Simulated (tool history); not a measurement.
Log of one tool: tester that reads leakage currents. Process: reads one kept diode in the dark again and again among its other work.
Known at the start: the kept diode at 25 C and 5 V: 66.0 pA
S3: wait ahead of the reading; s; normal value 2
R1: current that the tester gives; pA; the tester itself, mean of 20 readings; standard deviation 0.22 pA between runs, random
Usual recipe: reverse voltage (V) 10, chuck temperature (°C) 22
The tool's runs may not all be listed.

{"run": 1, "hour": 0.0, "reverse voltage (V)": 10, "chuck temperature (°C)": 22, "S3": 2, "R1": 69.05}
{"run": 2, "hour": 19.6, "reverse voltage (V)": 10, "chuck temperature (°C)": 22, "S3": 2, "R1": 69.09}
{"run": 3, "hour": 61.4, "reverse voltage (V)": 10, "chuck temperature (°C)": 22, "S3": 2, "R1": 69.26}
{"run": 4, "hour": 90.1, "reverse voltage (V)": 10, "chuck temperature (°C)": 22, "S3": 2, "R1": 69.14}
{"run": 5, "hour": 108.8, "reverse voltage (V)": 10, "chuck temperature (°C)": 22, "S3": 2, "R1": 69.28}
{"run": 6, "hour": 151.7, "reverse voltage (V)": 10, "chuck temperature (°C)": 22, "S3": 2, "R1": 69.93}
{"run": 7, "hour": 180.6, "reverse voltage (V)": 10, "chuck temperature (°C)": 22, "S3": 8.93, "R1": 69.26}
{"run": 8, "hour": 201.2, "reverse voltage (V)": 10, "chuck temperature (°C)": 45, "S3": 8.93, "R1": 393.4}
{"run": 9, "hour": 234.3, "reverse voltage (V)": 10, "chuck temperature (°C)": 22, "S3": 2, "R1": 70.35}
{"run": 10, "hour": 266.0, "reverse voltage (V)": 10, "chuck temperature (°C)": 22, "S3": 2, "R1": 70.73}
{"run": 11, "hour": 287.9, "reverse voltage (V)": 10, "chuck temperature (°C)": 22, "S3": 2, "R1": 70.92}
{"run": 12, "hour": 306.9, "reverse voltage (V)": 10, "chuck temperature (°C)": 22, "S3": 2, "R1": 70.58}
{"run": 13, "hour": 328.1, "reverse voltage (V)": 10, "chuck temperature (°C)": 22, "S3": 2, "R1": 70.4}
{"run": 14, "hour": 363.3, "reverse voltage (V)": 10, "chuck temperature (°C)": 22, "S3": 2, "R1": 70.83}
{"run": 15, "hour": 381.7, "reverse voltage (V)": 10, "chuck temperature (°C)": 22, "S3": 2, "R1": 71.39}
{"run": 16, "hour": 421.5, "reverse voltage (V)": 10, "chuck temperature (°C)": 22, "S3": 2, "R1": 72}
{"run": 17, "hour": 463.2, "reverse voltage (V)": 10, "chuck temperature (°C)": 22, "S3": 2, "R1": 72.33}
{"run": 18, "hour": 488.0, "reverse voltage (V)": 10, "chuck temperature (°C)": 22, "S3": 2, "R1": 72.24}
{"run": 19, "hour": 529.0, "reverse voltage (V)": 10, "chuck temperature (°C)": 22, "S3": 2, "R1": 72.91}
{"run": 20, "hour": 558.8, "reverse voltage (V)": 10, "chuck temperature (°C)": 22, "S3": 2, "R1": 72.73}
{"run": 21, "hour": 583.1, "reverse voltage (V)": 10, "chuck temperature (°C)": 27, "S3": 2, "R1": 104.53}
{"run": 22, "hour": 600.8, "reverse voltage (V)": 10, "chuck temperature (°C)": 21, "S3": 3.78, "R1": 68.12}
{"run": 23, "hour": 640.7, "reverse voltage (V)": 10, "chuck temperature (°C)": 22, "S3": 2, "R1": 73.21}
{"run": 24, "hour": 662.6, "reverse voltage (V)": 2.2, "chuck temperature (°C)": 22, "S3": 2, "R1": 33.37}
{"run": 25, "hour": 681.7, "reverse voltage (V)": 1.2, "chuck temperature (°C)": 25, "S3": 2.11, "R1": 31.38}
{"run": 26, "hour": 714.9, "reverse voltage (V)": 10, "chuck temperature (°C)": 49, "S3": 2.51, "R1": 514.86}
{"run": 27, "hour": 739.6, "reverse voltage (V)": 2.3, "chuck temperature (°C)": 22, "S3": 9.48, "R1": 33.74}
{"run": 28, "hour": 779.9, "reverse voltage (V)": 2.3, "chuck temperature (°C)": 22, "S3": 9.48, "R1": 33.91}
{"run": 29, "hour": 809.0, "reverse voltage (V)": 2.3, "chuck temperature (°C)": 22, "S3": 2.11, "R1": 33.8}
{"run": 30, "hour": 848.2, "reverse voltage (V)": 5.7, "chuck temperature (°C)": 36, "S3": 1.29, "R1": 153.77}
{"run": 31, "hour": 891.8, "reverse voltage (V)": 1.6, "chuck temperature (°C)": 27, "S3": 0.38, "R1": 42.21}
{"run": 32, "hour": 910.6, "reverse voltage (V)": 1.4, "chuck temperature (°C)": 57, "S3": 2.21, "R1": 371.04}
{"run": 33, "hour": 935.4, "reverse voltage (V)": 1.4, "chuck temperature (°C)": 57, "S3": 2.21, "R1": 369.88}
{"run": 34, "hour": 972.8, "reverse voltage (V)": 10.1, "chuck temperature (°C)": 22, "S3": 2.6, "R1": 76}
{"run": 35, "hour": 996.3, "reverse voltage (V)": 10.1, "chuck temperature (°C)": 22, "S3": 2.6, "R1": 76.28}
{"run": 36, "hour": 1019.7, "reverse voltage (V)": 3.9, "chuck temperature (°C)": 29, "S3": 1.7, "R1": 75.09}
{"run": 37, "hour": 1044.7, "reverse voltage (V)": 3.9, "chuck temperature (°C)": 29, "S3": 1.7, "R1": 75.72}
{"hour": 1052.3, "done": "chuck's temperature calibrated"}
{"run": 38, "hour": 1073.5, "reverse voltage (V)": 3.7, "chuck temperature (°C)": 42, "S3": 2, "R1": 229.23}
{"run": 39, "hour": 1096.7, "reverse voltage (V)": 10, "chuck temperature (°C)": 22, "S3": 0.35, "R1": 93.1}

5 ways to go on from here, each from the tool as it stands after run 39. What would each give?
{"run": "A", "hour": 1138.5, "reverse voltage (V)": 1.5, "chuck temperature (°C)": 46, "S3": 2, "R1": "?"}
{"run": "B", "hour": 1138.5, "reverse voltage (V)": 6.8, "chuck temperature (°C)": 22, "S3": 2, "R1": "?"}
{"run": "C", "hour": 1138.5, "reverse voltage (V)": 10, "chuck temperature (°C)": 27, "S3": 2, "R1": "?"}
{"run": "D", "hour": 1138.5, "reverse voltage (V)": 1.3, "chuck temperature (°C)": 30, "S3": 6.06, "R1": "?"}
{"run": "E", "hour": 1138.5, "reverse voltage (V)": 10, "chuck temperature (°C)": 46, "S3": 0.35, "R1": "?"}

run=A R1=204.53
run=B R1=71.86
run=C R1=124.34
run=D R1=57.1
run=E R1=484.81
Without the tool's hidden state the same runs would have given:
run=A R1=206.56
run=B R1=59.14
run=C R1=106.23
run=D R1=55.82
run=E R1=475.71
